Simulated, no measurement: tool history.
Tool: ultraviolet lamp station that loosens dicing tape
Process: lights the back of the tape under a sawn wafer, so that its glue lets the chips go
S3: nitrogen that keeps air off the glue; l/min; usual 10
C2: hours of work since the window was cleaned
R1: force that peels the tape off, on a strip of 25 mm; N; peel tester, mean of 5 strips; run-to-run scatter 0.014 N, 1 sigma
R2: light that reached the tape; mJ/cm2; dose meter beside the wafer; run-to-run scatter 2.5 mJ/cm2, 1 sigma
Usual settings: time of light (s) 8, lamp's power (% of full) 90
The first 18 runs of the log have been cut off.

{"run": 19, "hour": 128.3, "time of light (s)": 16, "lamp's power (% of full)": 90, "S3": 10, "hours of work of the lamp": 170, "C2": 49, "R1": 0.265, "R2": 541}
{"run": 20, "hour": 135.6, "time of light (s)": 10, "lamp's power (% of full)": 90, "S3": 10, "hours of work of the lamp": 174, "C2": 52, "R1": 0.51, "R2": 338}
{"run": 21, "hour": 145.2, "time of light (s)": 5, "lamp's power (% of full)": 63, "S3": 16, "hours of work of the lamp": 179, "C2": 57, "R1": 1.927, "R2": 118}
{"run": 22, "hour": 149.7, "time of light (s)": 5, "lamp's power (% of full)": 61, "S3": 15, "hours of work of the lamp": 181, "C2": 59, "R1": 2.063, "R2": 113}
{"run": 23, "hour": 154.6, "time of light (s)": 8, "lamp's power (% of full)": 75, "S3": 3, "hours of work of the lamp": 183, "C2": 62, "R1": 1.889, "R2": 227}
{"run": 24, "hour": 160.0, "time of light (s)": 8, "lamp's power (% of full)": 64, "S3": 3, "hours of work of the lamp": 186, "C2": 64, "R1": 2.263, "R2": 193}
{"run": 25, "hour": 164.2, "time of light (s)": 8, "lamp's power (% of full)": 64, "S3": 3, "hours of work of the lamp": 188, "C2": 67, "R1": 2.141, "R2": 189}
{"run": 26, "hour": 171.8, "time of light (s)": 14, "lamp's power (% of full)": 65, "S3": 16, "hours of work of the lamp": 192, "C2": 70, "R1": 0.397, "R2": 337}
{"run": 27, "hour": 176.6, "time of light (s)": 8, "lamp's power (% of full)": 76, "S3": 20, "hours of work of the lamp": 194, "C2": 73, "R1": 0.691, "R2": 227}
{"run": 28, "hour": 184.0, "time of light (s)": 6, "lamp's power (% of full)": 78, "S3": 3, "hours of work of the lamp": 198, "C2": 76, "R1": 2.363, "R2": 173}
{"run": 29, "hour": 192.7, "time of light (s)": 6, "lamp's power (% of full)": 78, "S3": 3, "hours of work of the lamp": 202, "C2": 81, "R1": 2.348, "R2": 172}
{"run": 30, "hour": 202.9, "time of light (s)": 6, "lamp's power (% of full)": 61, "S3": 10, "hours of work of the lamp": 207, "C2": 86, "R1": 1.948, "R2": 135}
{"run": 31, "hour": 209.9, "time of light (s)": 6, "lamp's power (% of full)": 61, "S3": 10, "hours of work of the lamp": 211, "C2": 89, "R1": 1.976, "R2": 134}
{"run": 32, "hour": 214.1, "time of light (s)": 8, "lamp's power (% of full)": 90, "S3": 5, "hours of work of the lamp": 213, "C2": 91, "R1": 1.184, "R2": 263}
{"run": 33, "hour": 221.3, "time of light (s)": 11, "lamp's power (% of full)": 80, "S3": 5, "hours of work of the lamp": 217, "C2": 95, "R1": 0.829, "R2": 317}
{"run": 34, "hour": 225.9, "time of light (s)": 7, "lamp's power (% of full)": 85, "S3": 5, "hours of work of the lamp": 219, "C2": 97, "R1": 1.437, "R2": 213}
{"run": 35, "hour": 230.6, "time of light (s)": 7, "lamp's power (% of full)": 85, "S3": 5, "hours of work of the lamp": 221, "C2": 100, "R1": 1.515, "R2": 214}
{"run": 36, "hour": 238.3, "time of light (s)": 7, "lamp's power (% of full)": 85, "S3": 5, "hours of work of the lamp": 225, "C2": 103, "R1": 1.568, "R2": 212}
{"run": 37, "hour": 245.6, "time of light (s)": 13, "lamp's power (% of full)": 90, "S3": 10, "hours of work of the lamp": 229, "C2": 107, "R1": 0.354, "R2": 420}
{"run": 38, "hour": 253.1, "time of light (s)": 4, "lamp's power (% of full)": 87, "S3": 19, "hours of work of the lamp": 232, "C2": 111, "R1": 1.72, "R2": 125}
{"run": 39, "hour": 259.7, "time of light (s)": 10, "lamp's power (% of full)": 92, "S3": 10, "hours of work of the lamp": 236, "C2": 114, "R1": 0.525, "R2": 332}
{"run": 40, "hour": 269.4, "time of light (s)": 15, "lamp's power (% of full)": 79, "S3": 3, "hours of work of the lamp": 240, "C2": 119, "R1": 0.682, "R2": 427}

Alternative continuations, all from the tool just after run 40; predict every row:
{"run": "A", "hour": 277.5, "time of light (s)": 8, "lamp's power (% of full)": 71, "S3": 10, "hours of work of the lamp": 244, "C2": 123, "R1": "?", "R2": "?"}
{"run": "B", "hour": 277.5, "time of light (s)": 15, "lamp's power (% of full)": 79, "S3": 5, "hours of work of the lamp": 244, "C2": 123, "R1": "?", "R2": "?"}
{"run": "C", "hour": 277.5, "time of light (s)": 15, "lamp's power (% of full)": 79, "S3": 5, "hours of work of the lamp": 244, "C2": 123, "R1": "?", "R2": "?"}
{"run": "D", "hour": 277.5, "time of light (s)": 11, "lamp's power (% of full)": 90, "S3": 3, "hours of work of the lamp": 244, "C2": 123, "R1": "?", "R2": "?"}
{"run": "E", "hour": 277.5, "time of light (s)": 6, "lamp's power (% of full)": 88, "S3": 7, "hours of work of the lamp": 244, "C2": 123, "R1": "?", "R2": "?"}

run=A R1=1.172 R2=201
run=B R1=0.499 R2=424
run=C R1=0.512 R2=423
run=D R1=0.965 R2=354
run=E R1=1.560 R2=189
With the hidden condition removed and each run's random variation left untouched, the same runs would have given:
run=A R1=0.986 R2=224
run=B R1=0.414 R2=473
run=C R1=0.426 R2=472
run=D R1=0.806 R2=395
run=E R1=1.342 R2=211
